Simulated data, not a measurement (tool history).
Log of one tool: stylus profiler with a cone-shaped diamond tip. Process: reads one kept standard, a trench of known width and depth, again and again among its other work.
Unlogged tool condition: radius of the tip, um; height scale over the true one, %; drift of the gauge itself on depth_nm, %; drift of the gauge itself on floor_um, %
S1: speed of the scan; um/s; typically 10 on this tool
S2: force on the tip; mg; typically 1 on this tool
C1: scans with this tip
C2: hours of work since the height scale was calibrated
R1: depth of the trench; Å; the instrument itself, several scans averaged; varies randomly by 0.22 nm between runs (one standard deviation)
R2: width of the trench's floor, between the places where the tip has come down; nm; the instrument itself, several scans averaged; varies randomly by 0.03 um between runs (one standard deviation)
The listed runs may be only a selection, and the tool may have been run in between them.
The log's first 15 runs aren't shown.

Run 16, hour 1010.4: usual settings but S2 0.58 mg; C1 12681; C2 1663. Result: R1 10025.4 Å, R2 23840 nm.
Run 17, hour 1093.8: usual settings but S2 0.58 mg; C1 12940; C2 1697. Result: R1 10026.4 Å, R2 23870 nm.
Run 18, hour 1160.8: usual settings but S1 4 um/s, S2 0.44 mg; C1 13148; C2 1724. Result: R1 10022.1 Å, R2 23970 nm.
Run 19, hour 1234.5: usual settings but S1 17 um/s, S2 0.39 mg; C1 13376; C2 1754. Result: R1 10024 Å, R2 23740 nm.
Run 20, hour 1299.8: usual settings but S1 26 um/s, S2 1.7 mg; C1 13579; C2 1781. Result: R1 10058.7 Å, R2 23780 nm.
Run 21, hour 1352.1: usual settings but S1 34 um/s, S2 1.94 mg; C1 13741; C2 1802. Result: R1 10063.7 Å, R2 23750 nm.
Run 22, hour 1421.4: usual settings but S1 34 um/s, S2 1.94 mg; C1 13956; C2 1830. Result: R1 10063 Å, R2 23740 nm.
Run 23, hour 1487: usual settings but S1 7 um/s, S2 0.58 mg; C1 14159; C2 1857. Result: R1 10026.9 Å, R2 23880 nm.
Run 24, hour 1552.4: usual settings but S1 2 um/s; C1 14362; C2 1884. Result: R1 10041 Å, R2 23930 nm.
Run 25, hour 1599.1: usual settings but S1 3 um/s, S2 0.62 mg; C1 14507; C2 1903. Result: R1 10031.3 Å, R2 23960 nm.

Predict the results of run 26:
Run 26, hour 1656: usual settings but S1 15 um/s, S2 0.51 mg; C1 14683; C2 1926. Result: R1 ?, R2 ?.

R1: 10031.1 Å
R2: 23790 nm
Minus the tool's unlogged condition, the same run would have read R1 10031.5 Å, R2 23810 nm.
